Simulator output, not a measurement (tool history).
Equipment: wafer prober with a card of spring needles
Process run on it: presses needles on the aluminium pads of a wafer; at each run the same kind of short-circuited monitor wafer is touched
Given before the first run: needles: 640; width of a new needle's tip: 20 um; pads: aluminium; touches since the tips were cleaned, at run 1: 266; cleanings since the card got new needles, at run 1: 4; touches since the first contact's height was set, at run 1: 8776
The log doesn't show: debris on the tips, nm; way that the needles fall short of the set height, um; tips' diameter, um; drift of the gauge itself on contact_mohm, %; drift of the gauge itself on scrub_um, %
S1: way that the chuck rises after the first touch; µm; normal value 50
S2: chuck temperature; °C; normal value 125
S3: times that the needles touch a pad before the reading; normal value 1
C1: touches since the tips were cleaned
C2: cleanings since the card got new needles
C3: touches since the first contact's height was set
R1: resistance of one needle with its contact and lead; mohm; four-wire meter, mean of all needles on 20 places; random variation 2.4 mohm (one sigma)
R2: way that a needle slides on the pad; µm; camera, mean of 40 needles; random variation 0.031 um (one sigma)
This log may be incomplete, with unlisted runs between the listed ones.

run     day  S1   S2  S3    C1  C2     C3   R1     R2
  1       0  50  125   1   266   4   8776  305   9.26
      0.375  -- tips cleaned on abrasive film
  2   0.438  50  125   1   334   5  11070  312   9.29
      0.788  -- tips cleaned on abrasive film
  3   0.804  50  125   1    95   6  12982  291   9.27
  4   1.133  50  125   1  1817   6  14704  381   9.22
        1.2  -- tips cleaned on abrasive film
  5   1.354  54  125   1   812   7  15855  328   9.96
      1.604  -- tips cleaned on abrasive film
  6   1.704  54  125   1   523   8  17682  312  10.01
  7     1.9  50  125   1  1561   8  18720  376   9.26
      2.004  -- tips cleaned on abrasive film
  8   2.221  50  125   1  1135   9  20381  369   9.21
      2.429  -- tips cleaned on abrasive film
  9   2.696  50   67   1  1416  10  22869  357   9.21
      2.825  -- tips cleaned on abrasive film
 10   3.092  42  125   1  1413  11  24943  418   7.65
      3.217  -- tips cleaned on abrasive film
 11    3.35  50  124   1   701  12  26278  334   9.16
      3.621  -- tips cleaned on abrasive film
 12   3.688  50  125   1   357  13  28031  310   9.19
      4.012  -- tips cleaned on abrasive film
 13   4.062  50  125   1   244  14  29981  311   9.19
      4.442  -- tips cleaned on abrasive film
 14   4.546  50  123   1   545  15  32515  326   9.17
      4.858  -- tips cleaned on abrasive film
 15   4.938  50  123   1   424  16  34565  327   9.07
      5.254  -- tips cleaned on abrasive film
 16   5.292  50  123   1   204  17  36413  310   9.11
      5.675  -- tips cleaned on abrasive film
 17   5.708  43  103   3   192  18  38596  291   7.78
 18    6.05  43  103   3  1991  18  40395  338   7.77
      6.083  -- tips cleaned on abrasive film
 19   6.462  57   68   2  1998  19  42550  316  10.39
      6.508  -- tips cleaned on abrasive film
 20   6.829  57   68   2  1711  20  44465  314  10.39
      6.917  -- tips cleaned on abrasive film
 21   7.242  57   68   2  1717  21  46606  312  10.39
      7.308  -- tips cleaned on abrasive film
 22   7.546  57   68   2  1250  22  48189  306  10.32
      7.717  -- tips cleaned on abrasive film
 23   7.867  57   68   2   781  23  49853  293  10.29
      8.125  -- tips cleaned on abrasive film
 24   8.267  57   68   3   751  24  51948  277  10.29
      8.529  -- tips cleaned on abrasive film
 25   8.733  57   68   3  1079  25  54389  282  10.29
      8.933  -- tips cleaned on abrasive film
 26   9.167  50   85   2  1234  26  56668  328   9.04
      9.333  -- tips cleaned on abrasive film
 27    9.65  50   85   2  1670  27  59189  340   9.09
      9.758  -- tips cleaned on abrasive film
 28   9.975  50   85   2  1133  28  60874  324   8.94
     10.162  -- tips cleaned on abrasive film
 29  10.267  50   60   1   548  29  62386  308   8.95
     10.562  -- tips cleaned on abrasive film
 30   10.75  50   40   2   992  30  64926  313   8.97
     10.962  -- tips cleaned on abrasive film
 31  11.179  50  125   2  1137  31  67159  329    8.9
     11.375  -- tips cleaned on abrasive film
 32  11.475  50  125   2   527  32  68712  315   8.92

Measured result minus the same run's result without the hidden state. Both carry the same run-to-run variation, though not necessarily the same gauge scatter:
run    R1     R2
  1   +32  -0.05
  2   +32  -0.07
  3   +16  -0.08
  4  +106  -0.09
  5   +55   -0.1
  6   +39  -0.11
  7   +97  -0.11
  8   +85  -0.13
  9   +98  -0.14
 10  +133  -0.15
 11   +58  -0.16
 12   +35  -0.18
 13   +32   -0.2
 14   +55  -0.21
 15   +44  -0.22
 16   +29  -0.24
 17   +16  -0.25
 18   +61  -0.25
 19   +62  -0.26
 20   +58  -0.28
 21   +57  -0.29
 22   +48   -0.3
 23   +37  -0.32
 24   +20  -0.33
 25   +27  -0.34
 26   +60  -0.36
 27   +75  -0.36
 28   +60  -0.38
 29   +53  -0.39
 30   +59   -0.4
 31   +55  -0.42
 32   +37  -0.44

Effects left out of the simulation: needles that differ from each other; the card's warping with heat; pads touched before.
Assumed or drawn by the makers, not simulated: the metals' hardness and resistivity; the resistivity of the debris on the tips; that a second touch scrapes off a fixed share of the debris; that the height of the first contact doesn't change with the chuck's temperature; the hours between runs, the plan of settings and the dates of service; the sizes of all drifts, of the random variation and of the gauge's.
